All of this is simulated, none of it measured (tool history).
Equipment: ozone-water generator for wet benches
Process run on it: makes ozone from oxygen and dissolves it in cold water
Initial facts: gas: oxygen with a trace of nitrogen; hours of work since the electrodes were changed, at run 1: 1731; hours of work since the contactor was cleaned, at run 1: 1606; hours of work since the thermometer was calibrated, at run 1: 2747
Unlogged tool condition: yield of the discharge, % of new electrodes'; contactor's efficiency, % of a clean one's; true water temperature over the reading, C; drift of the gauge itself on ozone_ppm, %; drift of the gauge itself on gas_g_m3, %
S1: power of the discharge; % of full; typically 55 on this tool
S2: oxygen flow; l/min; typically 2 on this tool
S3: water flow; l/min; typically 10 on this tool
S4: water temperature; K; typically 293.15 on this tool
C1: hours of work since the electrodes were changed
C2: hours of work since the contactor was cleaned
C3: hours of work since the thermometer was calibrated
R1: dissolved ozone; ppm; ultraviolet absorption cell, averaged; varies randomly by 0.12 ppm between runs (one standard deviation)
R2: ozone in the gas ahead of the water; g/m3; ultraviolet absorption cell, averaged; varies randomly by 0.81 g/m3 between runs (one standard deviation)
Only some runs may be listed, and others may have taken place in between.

| run | hour | S1 | S2 | S3 | S4 | C1 | C2 | C3 | R1 | R2 |
|---|---|---|---|---|---|---|---|---|---|---|
| 1 | 0 | 55 | 2 | 10 | 293.15 | 1731 | 1606 | 2747 | 9.6 | 124.5 |
| 2 | 35.4 | 55 | 2 | 10 | 293.15 | 1761 | 1636 | 2777 | 9.4 | 126.1 |
| 3 | 98.3 | 55 | 2 | 10 | 293.15 | 1814 | 1689 | 2830 | 9.7 | 123.7 |
| 4 | 133 | 55 | 2 | 10 | 293.15 | 1843 | 1718 | 2860 | 9.6 | 125 |
| 5 | 216 | 55 | 2 | 10 | 293.15 | 1913 | 1788 | 2930 | 9.6 | 124.6 |
| 6 | 297.5 | 55 | 1.8 | 10 | 293.15 | 1982 | 1857 | 2999 | 9.5 | 133.1 |
| 7 | 358.5 | 55 | 1.8 | 10 | 293.15 | 2034 | 1908 | 3050 | 9.5 | 131.8 |
| 8 | 400.6 | 41 | 1.8 | 10 | 293.15 | 2069 | 1944 | 3086 | 7.6 | 106 |
|  | 411.8 | contactor cleaned |
| 9 | 453.2 | 41 | 1.8 | 10 | 293.15 | 2110 | 35 | 3127 | 7.4 | 105.2 |
| 10 | 508.2 | 41 | 1.8 | 10 | 293.15 | 2157 | 81 | 3173 | 7.3 | 107.2 |
| 11 | 569 | 41 | 1.8 | 10 | 293.15 | 2208 | 133 | 3224 | 7.4 | 105.4 |
| 12 | 631.2 | 55 | 2 | 9 | 293.15 | 2260 | 185 | 3277 | 10.5 | 124.2 |
| 13 | 696.7 | 55 | 1.18 | 10 | 292.15 | 2316 | 240 | 3332 | 9.2 | 170.7 |
| 14 | 741.1 | 55 | 1.18 | 10 | 292.15 | 2353 | 278 | 3370 | 9.2 | 171.3 |
| 15 | 817.8 | 55 | 1.18 | 10 | 292.15 | 2418 | 343 | 3434 | 9 | 171 |
|  | 853.3 | contactor cleaned, once more |
| 16 | 896.2 | 76 | 2 | 12 | 293.15 | 2481 | 36 | 3497 | 10.1 | 154.8 |
| 17 | 978.2 | 53 | 3.29 | 8 | 294.15 | 2550 | 105 | 3566 | 10.7 | 89.2 |
| 18 | 1033.2 | 66 | 2.45 | 9 | 294.15 | 2596 | 152 | 3613 | 11.8 | 124.4 |
| 19 | 1100.5 | 43 | 3.03 | 12 | 293.15 | 2653 | 209 | 3670 | 6.6 | 79.7 |
| 20 | 1142.9 | 43 | 3.03 | 12 | 293.15 | 2689 | 244 | 3705 | 6.6 | 79.4 |
| 21 | 1226 | 64 | 3.03 | 12 | 293.15 | 2759 | 315 | 3776 | 8.9 | 105.5 |
| 22 | 1282 | 64 | 3.03 | 8 | 299.15 | 2806 | 362 | 3823 | 11.2 | 106.4 |
| 23 | 1353.1 | 59 | 1.15 | 6 | 297.15 | 2866 | 422 | 3883 | 15.8 | 181.3 |
| 24 | 1395.1 | 59 | 1.15 | 6 | 297.15 | 2902 | 457 | 3918 | 15.7 | 181.4 |

What if the next run were any one of these 4? Each begins from the tool's condition after run 24:
| A | 1460.3 | 89 | 1.15 | 6 | 297.15 | 2957 | 512 | 3973 | ? | ? |
| B | 1460.3 | 41 | 2.6 | 6 | 296.15 | 2957 | 512 | 3973 | ? | ? |
| C | 1460.3 | 55 | 1.69 | 13 | 291.15 | 2957 | 512 | 3973 | ? | ? |
| D | 1460.3 | 55 | 3.36 | 13 | 301.15 | 2957 | 512 | 3973 | ? | ? |

| run | R1 | R2 |
|---|---|---|
| A | 21.1 | 243.8 |
| B | 10.9 | 83.3 |
| C | 7.3 | 134.9 |
| D | 6.3 | 88.8 |
The same runs, with their run-to-run variation unchanged, on a tool lacking any hidden condition would have given:
| run | R1 | R2 |
|---|---|---|
| A | 22.8 | 261.9 |
| B | 11.4 | 86.4 |
| C | 7.7 | 141.8 |
| D | 6.8 | 93.3 |
